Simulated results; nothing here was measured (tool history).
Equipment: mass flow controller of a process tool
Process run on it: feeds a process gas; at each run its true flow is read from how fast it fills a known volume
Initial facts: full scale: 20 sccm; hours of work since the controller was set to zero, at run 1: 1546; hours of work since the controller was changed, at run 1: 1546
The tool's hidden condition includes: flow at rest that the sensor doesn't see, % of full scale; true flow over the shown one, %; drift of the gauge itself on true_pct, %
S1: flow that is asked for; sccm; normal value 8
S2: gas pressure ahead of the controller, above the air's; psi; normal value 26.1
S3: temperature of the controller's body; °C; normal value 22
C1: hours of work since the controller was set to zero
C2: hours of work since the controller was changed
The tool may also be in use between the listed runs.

run 1 hour=0 | S1=8 S2=26.1 S3=22 | C1=1546 C2=1546 | true_flow_(%)=99.37
run 2 hour=65 | S1=8 S2=26.1 S3=22 | C1=1572 C2=1572 | true_flow_(%)=99.2
run 3 hour=109.4 | S1=3 S2=26.1 S3=22 | C1=1589 C2=1589 | true_flow_(%)=100.13
run 4 hour=158 | S1=8 S2=26.1 S3=22 | C1=1609 C2=1609 | true_flow_(%)=99.32
run 5 hour=254.5 | S1=14 S2=26.1 S3=22 | C1=1647 C2=1647 | true_flow_(%)=99.39
run 6 hour=341.4 | S1=8 S2=26.1 S3=22 | C1=1682 C2=1682 | true_flow_(%)=99.18
run 7 hour=438.3 | S1=8 S2=26.1 S3=25 | C1=1721 C2=1721 | true_flow_(%)=99.59
run 8 hour=486.7 | S1=8 S2=34.2 S3=22 | C1=1740 C2=1740 | true_flow_(%)=99.23
run 9 hour=547.1 | S1=8 S2=34.2 S3=22 | C1=1764 C2=1764 | true_flow_(%)=99.16
run 10 hour=600.7 | S1=8 S2=34.2 S3=22 | C1=1786 C2=1786 | true_flow_(%)=99.19
run 11 hour=667.6 | S1=8 S2=34.2 S3=22 | C1=1812 C2=1812 | true_flow_(%)=99.19
-- hour=675.2 controller's zero set anew
run 12 hour=767.5 | S1=2 S2=26.1 S3=22 | C1=37 C2=1852 | true_flow_(%)=103.09
run 13 hour=849.3 | S1=5 S2=36.1 S3=23 | C1=70 C2=1885 | true_flow_(%)=100.21
run 14 hour=941.4 | S1=8 S2=36.1 S3=23 | C1=106 C2=1922 | true_flow_(%)=99.69
-- hour=1011.7 controller's zero set anew, once more
run 15 hour=1030.8 | S1=8 S2=27.7 S3=35 | C1=8 C2=1957 | true_flow_(%)=99.44
run 16 hour=1105.6 | S1=9 S2=32.9 S3=38 | C1=38 C2=1987 | true_flow_(%)=99.61
run 17 hour=1209.6 | S1=6 S2=22.9 S3=40 | C1=79 C2=2029 | true_flow_(%)=99.71
run 18 hour=1263.6 | S1=4 S2=35.8 S3=33 | C1=101 C2=2050 | true_flow_(%)=98.89
run 19 hour=1309.4 | S1=4 S2=35.8 S3=33 | C1=119 C2=2069 | true_flow_(%)=98.95
run 20 hour=1398.3 | S1=3 S2=37.7 S3=31 | C1=155 C2=2104 | true_flow_(%)=98.89
run 21 hour=1450.8 | S1=3 S2=37.7 S3=31 | C1=176 C2=2125 | true_flow_(%)=98.77

Below are 4 alternative next runs, each starting from the tool's condition after run 21. Predict each:
run A hour=1556.5 | S1=8 S2=37.7 S3=31 | C1=218 C2=2168 | true_flow_(%)=?
run B hour=1556.5 | S1=5 S2=26.1 S3=26 | C1=218 C2=2168 | true_flow_(%)=?
run C hour=1556.5 | S1=3 S2=31.8 S3=24 | C1=218 C2=2168 | true_flow_(%)=?
run D hour=1556.5 | S1=8 S2=35.4 S3=34 | C1=218 C2=2168 | true_flow_(%)=?

run=A true_flow_(%)=99.09
run=B true_flow_(%)=98.66
run=C true_flow_(%)=98.45
run=D true_flow_(%)=99.47
Without the tool's unlogged condition, the same runs would have read:
run=A true_flow_(%)=99.43
run=B true_flow_(%)=98.94
run=C true_flow_(%)=98.62
run=D true_flow_(%)=99.81
